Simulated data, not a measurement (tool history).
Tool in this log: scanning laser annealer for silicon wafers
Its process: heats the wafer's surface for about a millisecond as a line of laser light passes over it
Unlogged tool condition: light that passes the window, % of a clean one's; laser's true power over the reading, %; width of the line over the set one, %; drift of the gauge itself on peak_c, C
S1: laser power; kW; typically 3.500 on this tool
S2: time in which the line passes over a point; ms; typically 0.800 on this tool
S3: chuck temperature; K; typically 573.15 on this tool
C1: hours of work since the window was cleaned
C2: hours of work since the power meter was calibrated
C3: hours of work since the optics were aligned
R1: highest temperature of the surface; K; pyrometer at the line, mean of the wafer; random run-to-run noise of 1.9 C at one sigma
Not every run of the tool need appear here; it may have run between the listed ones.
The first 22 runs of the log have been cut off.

| run | day | S1 | S2 | S3 | C1 | C2 | C3 | R1 |
|---|---|---|---|---|---|---|---|---|
|  | 24.879 | optics aligned, line set to its width |
| 23 | 26.046 | 3.500 | 0.973 | 599.15 | 308 | 837 | 20 | 1431.15 |
| 24 | 26.746 | 3.652 | 0.800 | 577.15 | 320 | 849 | 32 | 1377.15 |
| 25 | 27.767 | 2.995 | 0.619 | 592.15 | 338 | 867 | 50 | 1171.15 |
| 26 | 29.012 | 2.995 | 0.619 | 592.15 | 359 | 888 | 72 | 1167.15 |
| 27 | 29.992 | 3.588 | 0.800 | 588.15 | 376 | 905 | 89 | 1364.15 |
| 28 | 30.946 | 3.588 | 0.800 | 588.15 | 393 | 922 | 106 | 1361.15 |
|  | 31.283 | optics aligned, line set to its width, once more |
| 29 | 32.133 | 3.417 | 0.989 | 578.15 | 410 | 939 | 15 | 1392.15 |
| 30 | 32.921 | 3.417 | 0.989 | 578.15 | 424 | 953 | 28 | 1395.15 |

Expected results for the next run?
| 31 | 34.417 | 3.417 | 0.989 | 578.15 | 450 | 979 | 55 | ? |

{"run 31": {"R1": 1393.15}}
Take away the tool's hidden state, keep the run-to-run variation as it was, and the same run would have given R1 1429.15 K.
